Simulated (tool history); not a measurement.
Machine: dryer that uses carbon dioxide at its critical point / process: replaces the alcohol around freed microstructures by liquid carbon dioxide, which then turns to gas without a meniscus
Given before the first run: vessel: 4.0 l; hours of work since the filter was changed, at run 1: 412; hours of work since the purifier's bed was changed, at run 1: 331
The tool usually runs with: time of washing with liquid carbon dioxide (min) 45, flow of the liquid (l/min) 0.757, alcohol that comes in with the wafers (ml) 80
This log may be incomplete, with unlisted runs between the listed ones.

run   hour  time of washing with liquid carbon dioxide (min)  flow of the liquid (l/min)  alcohol that comes in with the wafers (ml)  hours of work since the filter was changed  hours of work since the purifier's bed was changed  alcohol left in the vessel before it's heated (ppm by volume)
  1    0.0                                                45                       0.757                                          80                                         412                                                 331                                                             64
  2   21.2                                                45                       0.757                                          80                                         424                                                 342                                                             74
      27.2  -- inlet filter changed
  3   40.4                                                45                       0.757                                          80                                           7                                                 352                                                             42
  4   63.2                                                45                       0.757                                          80                                          20                                                 364                                                             47
  5   84.3                                                45                       0.757                                          80                                          31                                                 376                                                             48
  6  103.0                                                45                       0.757                                          80                                          41                                                 386                                                             47
  7  125.1                                                45                       0.757                                          80                                          53                                                 398                                                             52
  8  134.9                                                45                       0.757                                          80                                          59                                                 403                                                             44
  9  147.5                                                45                       0.757                                          80                                          65                                                 410                                                             56
 10  166.5                                                45                       0.487                                          80                                          76                                                 421                                                            210
 11  181.7                                                58                       0.757                                          80                                          84                                                 429                                                             48
 12  194.9                                                58                       0.757                                          80                                          91                                                 436                                                             46
 13  205.4                                                58                       0.757                                          80                                          97                                                 442                                                             47
 14  220.7                                                45                       0.757                                          80                                         105                                                 450                                                             61
 15  238.1                                                45                       0.757                                          80                                         115                                                 460                                                             64
 16  259.8                                                45                       0.757                                          80                                         127                                                 471                                                             61
 17  283.2                                                45                       0.757                                         112                                         139                                                 484                                                             71
 18  300.2                                                45                       0.757                                         112                                         149                                                 493                                                             70
 19  314.3                                                45                       0.712                                          80                                         156                                                 501                                                             63
 20  334.3                                                45                       0.757                                          37                                         167                                                 512                                                             51
 21  348.1                                                45                       0.757                                          37                                         175                                                 519                                                             49
 22  363.5                                                45                       0.757                                          37                                         183                                                 528                                                             54
 23  380.6                                                45                       0.757                                          77                                         192                                                 537                                                             69
 24  401.9                                                45                       0.757                                          77                                         204                                                 549                                                             78
 25  421.8                                                27                       0.629                                          21                                         215                                                 560                                                            220
 26  435.5                                                60                       0.612                                          53                                         222                                                 567                                                             66
 27  451.3                                                60                       0.612                                          53                                         231                                                 576                                                             72
 28  473.4                                                40                       1.145                                          25                                         243                                                 588                                                             57
 29  492.2                                                71                       0.934                                          30                                         253                                                 598                                                             55
 30  502.1                                                52                       0.957                                          53                                         259                                                 603                                                             58
 31  511.7                                                52                       0.957                                          53                                         264                                                 609                                                             59
 32  524.9                                                52                       0.957                                          53                                         271                                                 616                                                             68
 33  543.2                                                52                       0.957                                          53                                         281                                                 626                                                             71
 34  553.4                                                68                       0.537                                         118                                         287                                                 631                                                             89
 35  574.9                                                68                       0.537                                         118                                         298                                                 643                                                             87
 36  591.2                                                31                       0.757                                          31                                         307                                                 652                                                            134
 37  602.2                                                70                       0.533                                          26                                         313                                                 658                                                             74
 38  621.2                                                70                       1.135                                          26                                         323                                                 668                                                             62
 39  643.6                                                40                       0.757                                          83                                         336                                                 680                                                            110
 40  666.9                                                45                       0.527                                          80                                         348                                                 693                                                            258
 41  686.6                                                45                       0.527                                          80                                         359                                                 704                                                            267
 42  697.3                                                30                       0.766                                          80                                         365                                                 710                                                            296
 43  716.2                                                28                       0.868                                          29                                         375                                                 720                                                            133
 44  732.8                                                45                       0.697                                          24                                         384                                                 729                                                             92
 45  755.5                                                40                       0.697                                          66                                         397                                                 741                                                            150
 46  777.2                                                72                       0.575                                          55                                         408                                                 753                                                             83
 47  797.1                                                30                       0.865                                          46                                         419                                                 764                                                            153
     812.6  -- inlet filter changed
 48  821.7                                                30                       0.865                                          46                                           5                                                 777                                                            119

Branching from run 48: 3 alternative next runs. What would each branch give?
  A  844.8                                                45                       0.699                                          80                                          18                                                 789                                                              ?
  B  844.8                                                63                       0.494                                          50                                          18                                                 789                                                              ?
  C  844.8                                                45                       0.721                                          80                                          18                                                 789                                                              ?

run  alcohol left in the vessel before it's heated (ppm by volume)
  A                                                             97
  B                                                             95
  C                                                             91
With no hidden state in the tool, these same runs would have given:
run  alcohol left in the vessel before it's heated (ppm by volume)
  A                                                             21
  B                                                             20
  C                                                             17

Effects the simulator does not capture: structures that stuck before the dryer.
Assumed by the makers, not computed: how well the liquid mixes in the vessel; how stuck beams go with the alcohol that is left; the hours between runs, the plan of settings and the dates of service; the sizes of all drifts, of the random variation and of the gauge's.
